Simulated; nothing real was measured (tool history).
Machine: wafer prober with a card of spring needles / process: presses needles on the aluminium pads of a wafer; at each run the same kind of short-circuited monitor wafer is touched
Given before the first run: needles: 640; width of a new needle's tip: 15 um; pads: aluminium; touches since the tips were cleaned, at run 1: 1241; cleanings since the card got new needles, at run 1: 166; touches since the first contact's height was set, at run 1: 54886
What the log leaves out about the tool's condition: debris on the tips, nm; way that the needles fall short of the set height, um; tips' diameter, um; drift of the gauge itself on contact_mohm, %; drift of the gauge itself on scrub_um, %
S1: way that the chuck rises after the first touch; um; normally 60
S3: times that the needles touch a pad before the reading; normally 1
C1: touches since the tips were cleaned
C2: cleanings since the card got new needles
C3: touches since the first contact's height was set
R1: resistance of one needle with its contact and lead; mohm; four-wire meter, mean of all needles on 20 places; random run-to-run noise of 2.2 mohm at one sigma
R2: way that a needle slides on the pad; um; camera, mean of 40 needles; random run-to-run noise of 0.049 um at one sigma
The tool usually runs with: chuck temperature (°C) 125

run 1 hour=0 | S1=60 chuck_temperature_(°C)=125 S3=1 | C1=1241 C2=166 C3=54886 | R1=247 R2=7.41
-- hour=1.6 tips cleaned on abrasive film
-- hour=5.5 tips cleaned on abrasive film
-- hour=9.4 tips cleaned on abrasive film
-- hour=12.5 tips cleaned on abrasive film
-- hour=16.4 tips cleaned on abrasive film
run 2 hour=16.4 | S1=63 chuck_temperature_(°C)=125 S3=1 | C1=0 C2=171 C3=63683 | R1=245 R2=7.86
-- hour=20.2 tips cleaned on abrasive film
-- hour=24 tips cleaned on abrasive film
-- hour=27.9 tips cleaned on abrasive film
run 3 hour=28 | S1=63 chuck_temperature_(°C)=125 S3=1 | C1=66 C2=174 C3=69986 | R1=250 R2=7.84
-- hour=31.1 tips cleaned on abrasive film
-- hour=34.3 tips cleaned on abrasive film
-- hour=38 tips cleaned on abrasive film
run 4 hour=38 | S1=52 chuck_temperature_(°C)=125 S3=1 | C1=0 C2=177 C3=75361 | R1=251 R2=6.52
-- hour=41.9 tips cleaned on abrasive film
-- hour=45 tips cleaned on abrasive film
-- hour=48.9 tips cleaned on abrasive film
run 5 hour=49.9 | S1=52 chuck_temperature_(°C)=125 S3=1 | C1=552 C2=180 C3=81760 | R1=244 R2=6.51
-- hour=52.2 tips cleaned on abrasive film
-- hour=56 tips cleaned on abrasive film
-- hour=59.9 tips cleaned on abrasive film
run 6 hour=60 | S1=52 chuck_temperature_(°C)=125 S3=1 | C1=65 C2=183 C3=87236 | R1=253 R2=6.46
-- hour=63.1 tips cleaned on abrasive film
-- hour=66.3 tips cleaned on abrasive film
-- hour=68 height of the first contact set anew
-- hour=70.4 tips cleaned on abrasive film
-- hour=74.3 tips cleaned on abrasive film
run 7 hour=75.6 | S1=44 chuck_temperature_(°C)=125 S3=1 | C1=736 C2=187 C3=4088 | R1=254 R2=5.43
-- hour=78 tips cleaned on abrasive film
-- hour=81.8 tips cleaned on abrasive film
-- hour=85 tips cleaned on abrasive film
run 8 hour=85.5 | S1=44 chuck_temperature_(°C)=125 S3=1 | C1=296 C2=190 C3=9414 | R1=255 R2=5.48
-- hour=88.6 tips cleaned on abrasive film
-- hour=92.4 tips cleaned on abrasive film
run 9 hour=93.2 | S1=44 chuck_temperature_(°C)=125 S3=1 | C1=442 C2=192 C3=13598 | R1=258 R2=5.46
-- hour=95.6 tips cleaned on abrasive film
-- hour=99.5 tips cleaned on abrasive film
-- hour=103.4 tips cleaned on abrasive film
run 10 hour=104.9 | S1=44 chuck_temperature_(°C)=125 S3=2 | C1=827 C2=195 C3=19874 | R1=251 R2=5.5
-- hour=107.2 tips cleaned on abrasive film
-- hour=111.1 tips cleaned on abrasive film
-- hour=114.9 tips cleaned on abrasive film
-- hour=118.1 tips cleaned on abrasive film
run 11 hour=118.8 | S1=44 chuck_temperature_(°C)=125 S3=2 | C1=411 C2=199 C3=27384 | R1=260 R2=5.41
-- hour=121.9 tips cleaned on abrasive film
-- hour=125.8 tips cleaned on abrasive film
-- hour=129.6 tips cleaned on abrasive film
-- hour=132.8 tips cleaned on abrasive film
-- hour=136.6 tips cleaned on abrasive film
run 12 hour=136.7 | S1=78 chuck_temperature_(°C)=125 S3=2 | C1=14 C2=204 C3=37013 | R1=238 R2=9.74
-- hour=139.8 tips cleaned on abrasive film
-- hour=143.7 tips cleaned on abrasive film
-- hour=147.6 tips cleaned on abrasive film
-- hour=150.7 tips cleaned on abrasive film
run 13 hour=153.5 | S1=78 chuck_temperature_(°C)=67 S3=2 | C1=1539 C2=208 C3=46105 | R1=228 R2=9.83
-- hour=154.3 tips cleaned on abrasive film
-- hour=157.4 tips cleaned on abrasive film
-- hour=161.3 tips cleaned on abrasive film
run 14 hour=164.1 | S1=60 chuck_temperature_(°C)=125 S3=1 | C1=1547 C2=211 C3=51843 | R1=251 R2=7.5
-- hour=165 tips cleaned on abrasive film
-- hour=168.8 tips cleaned on abrasive film
-- hour=172.7 tips cleaned on abrasive film
-- hour=176.5 tips cleaned on abrasive film
-- hour=179.9 tips cleaned on abrasive film
run 15 hour=179.9 | S1=60 chuck_temperature_(°C)=29 S3=1 | C1=0 C2=216 C3=60354 | R1=223 R2=7.45
-- hour=183.8 tips cleaned on abrasive film
-- hour=187.7 tips cleaned on abrasive film
-- hour=191.6 tips cleaned on abrasive film
-- hour=195 tips cleaned on abrasive film
run 16 hour=195 | S1=75 chuck_temperature_(°C)=29 S3=1 | C1=0 C2=220 C3=68473 | R1=221 R2=9.44
-- hour=198.1 tips cleaned on abrasive film
-- hour=202 tips cleaned on abrasive film
-- hour=205.1 tips cleaned on abrasive film
run 17 hour=206.8 | S1=75 chuck_temperature_(°C)=30 S3=1 | C1=952 C2=223 C3=74874 | R1=219 R2=9.26
-- hour=208.4 tips cleaned on abrasive film
-- hour=212.3 tips cleaned on abrasive film
-- hour=216.2 tips cleaned on abrasive film
run 18 hour=218.2 | S1=75 chuck_temperature_(°C)=30 S3=1 | C1=1120 C2=226 C3=81026 | R1=219 R2=9.4
-- hour=219.8 tips cleaned on abrasive film
-- hour=223.7 tips cleaned on abrasive film
run 19 hour=226.6 | S1=75 chuck_temperature_(°C)=30 S3=1 | C1=1614 C2=228 C3=85575 | R1=221 R2=9.27
-- hour=227.5 tips cleaned on abrasive film
-- hour=231.4 tips cleaned on abrasive film
-- hour=235.2 tips cleaned on abrasive film
-- hour=237.8 height of the first contact set anew
run 20 hour=238 | S1=75 chuck_temperature_(°C)=30 S3=1 | C1=1362 C2=231 C3=105 | R1=218 R2=9.4
-- hour=238.9 tips cleaned on abrasive film
-- hour=242 tips cleaned on abrasive film
-- hour=245.9 tips cleaned on abrasive film
run 21 hour=246.4 | S1=47 chuck_temperature_(°C)=30 S3=3 | C1=288 C2=234 C3=4587 | R1=226 R2=5.81
-- hour=249.5 tips cleaned on abrasive film
-- hour=261.5 card fitted with new needles
-- hour=265.4 tips cleaned on abrasive film
-- hour=269.2 tips cleaned on abrasive film
-- hour=272.4 tips cleaned on abrasive film
-- hour=275.9 tips cleaned on abrasive film
run 22 hour=275.9 | S1=61 chuck_temperature_(°C)=125 S3=1 | C1=0 C2=4 C3=7779 | R1=246 R2=7.59
-- hour=279.8 tips cleaned on abrasive film
-- hour=283.6 tips cleaned on abrasive film
-- hour=287.5 tips cleaned on abrasive film
-- hour=291.4 tips cleaned on abrasive film
run 23 hour=292.3 | S1=44 chuck_temperature_(°C)=125 S3=1 | C1=521 C2=8 C3=16646 | R1=255 R2=5.42
-- hour=294.7 tips cleaned on abrasive film
-- hour=297.8 tips cleaned on abrasive film
run 24 hour=300.8 | S1=65 chuck_temperature_(°C)=125 S3=1 | C1=1661 C2=10 C3=21241 | R1=246 R2=8.1
-- hour=301.6 tips cleaned on abrasive film
-- hour=304.8 tips cleaned on abrasive film
-- hour=308.6 tips cleaned on abrasive film
-- hour=312.5 tips cleaned on abrasive film
-- hour=316.4 tips cleaned on abrasive film
run 25 hour=318.7 | S1=73 chuck_temperature_(°C)=125 S3=2 | C1=1266 C2=15 C3=30879 | R1=242 R2=9.1
-- hour=320.3 tips cleaned on abrasive film
-- hour=324.1 tips cleaned on abrasive film
-- hour=328 tips cleaned on abrasive film
-- hour=331.6 tips cleaned on abrasive film
run 26 hour=331.6 | S1=80 chuck_temperature_(°C)=125 S3=1 | C1=0 C2=19 C3=37837 | R1=242 R2=9.92
-- hour=334.7 tips cleaned on abrasive film
-- hour=338.6 tips cleaned on abrasive film
-- hour=342.5 tips cleaned on abrasive film
-- hour=345.6 tips cleaned on abrasive film
run 27 hour=348.2 | S1=64 chuck_temperature_(°C)=64 S3=1 | C1=1448 C2=23 C3=46819 | R1=228 R2=8.02

Alternative continuations, all from the tool just after run 27; predict every row:
-- hour=349.1 tips cleaned on abrasive film
-- hour=352.9 tips cleaned on abrasive film
-- hour=356.8 tips cleaned on abrasive film
run A hour=358.1 | S1=70 chuck_temperature_(°C)=115 S3=2 | C1=701 C2=26 C3=52130 | R1=? R2=?
-- hour=349.1 tips cleaned on abrasive film
-- hour=352.9 tips cleaned on abrasive film
-- hour=356.8 tips cleaned on abrasive film
run B hour=358.1 | S1=64 chuck_temperature_(°C)=34 S3=1 | C1=701 C2=26 C3=52130 | R1=? R2=?
-- hour=349.1 tips cleaned on abrasive film
-- hour=352.9 tips cleaned on abrasive film
-- hour=356.8 tips cleaned on abrasive film
run C hour=358.1 | S1=60 chuck_temperature_(°C)=68 S3=2 | C1=701 C2=26 C3=52130 | R1=? R2=?
-- hour=349.1 tips cleaned on abrasive film
-- hour=352.9 tips cleaned on abrasive film
-- hour=356.8 tips cleaned on abrasive film
run D hour=358.1 | S1=49 chuck_temperature_(°C)=39 S3=3 | C1=701 C2=26 C3=52130 | R1=? R2=?

run=A R1=245 R2=8.69
run=B R1=224 R2=7.98
run=C R1=233 R2=7.46
run=D R1=231 R2=6.17
With the hidden condition removed and each run's random variation left untouched, the same runs would have given:
run=A R1=245 R2=8.69
run=B R1=224 R2=7.98
run=C R1=233 R2=7.47
run=D R1=230 R2=6.17

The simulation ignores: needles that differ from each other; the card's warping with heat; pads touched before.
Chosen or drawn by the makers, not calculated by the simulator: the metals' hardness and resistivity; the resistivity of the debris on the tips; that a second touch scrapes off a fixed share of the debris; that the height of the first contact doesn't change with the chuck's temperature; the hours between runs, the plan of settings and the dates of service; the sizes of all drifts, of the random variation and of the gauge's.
